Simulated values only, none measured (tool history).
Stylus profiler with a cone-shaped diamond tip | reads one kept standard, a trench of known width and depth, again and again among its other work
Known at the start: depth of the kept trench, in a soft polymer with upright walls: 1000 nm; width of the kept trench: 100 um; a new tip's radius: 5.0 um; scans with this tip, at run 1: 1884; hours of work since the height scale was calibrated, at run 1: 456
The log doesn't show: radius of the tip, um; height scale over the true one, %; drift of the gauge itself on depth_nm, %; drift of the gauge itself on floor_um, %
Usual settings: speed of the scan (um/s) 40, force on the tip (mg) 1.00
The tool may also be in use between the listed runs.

run,hour,speed of the scan (um/s),force on the tip (mg),scans with this tip,hours of work since the height scale was calibrated,depth of the trench (angstrom),width of the trench's floor (um)
1,0.0,40,1.00,1884,456,10080.8,93.81
2,11.9,40,1.00,1918,464,10080.1,93.83
3,22.7,40,1.00,1949,472,10079.1,93.77
4,48.4,40,1.00,2023,490,10080.2,93.74
5,72.7,40,1.00,2094,507,10078.3,93.85
6,84.7,40,1.00,2129,515,10081.9,93.76
7,100.1,40,1.00,2173,526,10082.0,93.77
8,126.4,40,1.00,2249,544,10082.5,93.77
9,151.7,40,1.00,2322,562,10084.4,93.82
10,163.1,40,1.00,2355,570,10084.9,93.79
11,184.3,154,1.00,2416,585,10083.6,93.16
12,208.9,38,1.00,2487,602,10079.2,93.76
13,233.4,40,0.36,2558,619,10042.8,93.61
14,249.3,85,0.73,2604,630,10064.1,93.50
15,271.6,11,2.54,2669,646,10151.5,93.99
16,283.6,11,2.54,2703,654,10154.5,93.93
17,303.2,11,2.54,2760,668,10151.7,93.96
18,327.1,11,2.54,2829,685,10156.1,93.94
19,346.5,11,0.70,2885,698,10068.1,93.96
20,362.0,30,1.23,2930,709,10094.0,93.81
21,378.8,30,1.23,2979,721,10095.4,93.88
22,389.7,30,1.23,3010,729,10094.3,93.85
23,400.6,40,0.37,3042,736,10045.2,93.68
24,419.5,40,1.14,3096,749,10088.5,93.81

Forecast run 25:
25,431.8,40,1.14,3132,758,?,?

Run 25 gave depth of the trench (angstrom) 10086.7, width of the trench's floor (um) 93.84.
Without the tool's hidden state the same run would have given depth of the trench (angstrom) 10086.4, width of the trench's floor (um) 93.84.
